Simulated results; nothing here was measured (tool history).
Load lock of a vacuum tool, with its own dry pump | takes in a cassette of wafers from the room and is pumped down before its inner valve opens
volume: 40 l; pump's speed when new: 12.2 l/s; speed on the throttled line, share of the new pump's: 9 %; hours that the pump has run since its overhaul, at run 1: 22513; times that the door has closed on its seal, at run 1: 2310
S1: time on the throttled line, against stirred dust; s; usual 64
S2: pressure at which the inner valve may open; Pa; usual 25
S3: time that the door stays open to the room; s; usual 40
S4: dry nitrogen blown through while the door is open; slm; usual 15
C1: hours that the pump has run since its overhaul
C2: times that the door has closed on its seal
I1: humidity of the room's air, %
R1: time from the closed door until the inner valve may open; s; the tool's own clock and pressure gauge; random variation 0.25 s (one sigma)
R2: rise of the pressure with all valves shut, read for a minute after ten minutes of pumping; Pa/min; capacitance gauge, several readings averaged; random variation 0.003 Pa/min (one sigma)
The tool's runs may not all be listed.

run 1 day=0.000 | S1=64 S2=25 S3=40 S4=15 | C1=22513 C2=2310 | I1=43.8 | R1=85.7 R2=0.028
run 2 day=2.671 | S1=64 S2=25 S3=40 S4=15 | C1=22577 C2=2395 | I1=45.5 | R1=85.6 R2=0.026
run 3 day=6.988 | S1=64 S2=25 S3=40 S4=4 | C1=22681 C2=2533 | I1=44.1 | R1=86.1 R2=0.029
run 4 day=11.229 | S1=64 S2=25 S3=40 S4=4 | C1=22783 C2=2668 | I1=44.9 | R1=85.7 R2=0.034
run 5 day=15.542 | S1=64 S2=25 S3=40 S4=4 | C1=22886 C2=2805 | I1=44.8 | R1=85.6 R2=0.035
run 6 day=18.854 | S1=64 S2=25 S3=40 S4=4 | C1=22966 C2=2911 | I1=42.0 | R1=86.0 R2=0.030
run 7 day=20.983 | S1=64 S2=25 S3=40 S4=4 | C1=23017 C2=2979 | I1=45.1 | R1=85.7 R2=0.030
run 8 day=23.088 | S1=64 S2=25 S3=40 S4=4 | C1=23067 C2=3046 | I1=44.7 | R1=85.6 R2=0.034
run 9 day=25.479 | S1=64 S2=25 S3=40 S4=4 | C1=23125 C2=3122 | I1=42.8 | R1=86.1 R2=0.031
run 10 day=27.975 | S1=64 S2=25 S3=40 S4=15 | C1=23185 C2=3201 | I1=46.4 | R1=85.8 R2=0.029
run 11 day=30.304 | S1=64 S2=25 S3=40 S4=7 | C1=23241 C2=3276 | I1=44.7 | R1=85.5 R2=0.028
run 12 day=32.483 | S1=64 S2=25 S3=40 S4=7 | C1=23293 C2=3345 | I1=47.1 | R1=85.7 R2=0.029
run 13 day=35.938 | S1=64 S2=25 S3=40 S4=28 | C1=23376 C2=3455 | I1=42.5 | R1=85.8 R2=0.015
run 14 day=39.967 | S1=64 S2=25 S3=85 S4=28 | C1=23473 C2=3583 | I1=44.2 | R1=86.0 R2=0.031
run 15 day=44.392 | S1=45 S2=45 S3=40 S4=15 | C1=23579 C2=3724 | I1=46.2 | R1=66.4 R2=0.026
run 16 day=48.929 | S1=60 S2=45 S3=90 S4=17 | C1=23688 C2=3869 | I1=47.3 | R1=80.5 R2=0.034
run 17 day=53.325 | S1=34 S2=41 S3=90 S4=25 | C1=23793 C2=4009 | I1=42.8 | R1=56.6 R2=0.018
run 18 day=56.638 | S1=64 S2=26 S3=157 S4=15 | C1=23873 C2=4114 | I1=43.4 | R1=85.7 R2=0.041
run 19 day=59.429 | S1=64 S2=26 S3=157 S4=15 | C1=23940 C2=4203 | I1=44.6 | R1=85.9 R2=0.037
-- day=60.325 dry pump taken out, an overhauled one fitted
run 20 day=62.058 | S1=64 S2=26 S3=157 S4=15 | C1=42 C2=4279 | I1=44.4 | R1=85.4 R2=0.042
run 21 day=65.300 | S1=36 S2=26 S3=157 S4=15 | C1=119 C2=4382 | I1=37.4 | R1=60.1 R2=0.032
run 22 day=68.838 | S1=64 S2=25 S3=67 S4=15 | C1=204 C2=4495 | I1=49.3 | R1=85.7 R2=0.032
run 23 day=72.342 | S1=54 S2=25 S3=40 S4=15 | C1=288 C2=4607 | I1=46.2 | R1=76.1 R2=0.024
run 24 day=76.988 | S1=35 S2=24 S3=209 S4=24 | C1=400 C2=4755 | I1=45.1 | R1=59.1 R2=0.036
run 25 day=80.508 | S1=35 S2=24 S3=95 S4=6 | C1=484 C2=4867 | I1=46.2 | R1=59.4 R2=0.039
run 26 day=83.942 | S1=35 S2=24 S3=95 S4=6 | C1=567 C2=4976 | I1=46.0 | R1=59.1 R2=0.036

Hidden state at the last listed run before each entry between runs and at the first one after, where it differs:
Between runs 19 and 20: dry pump taken out, an overhauled one fitted (day 60.325)
  no hidden state differs between the two runs
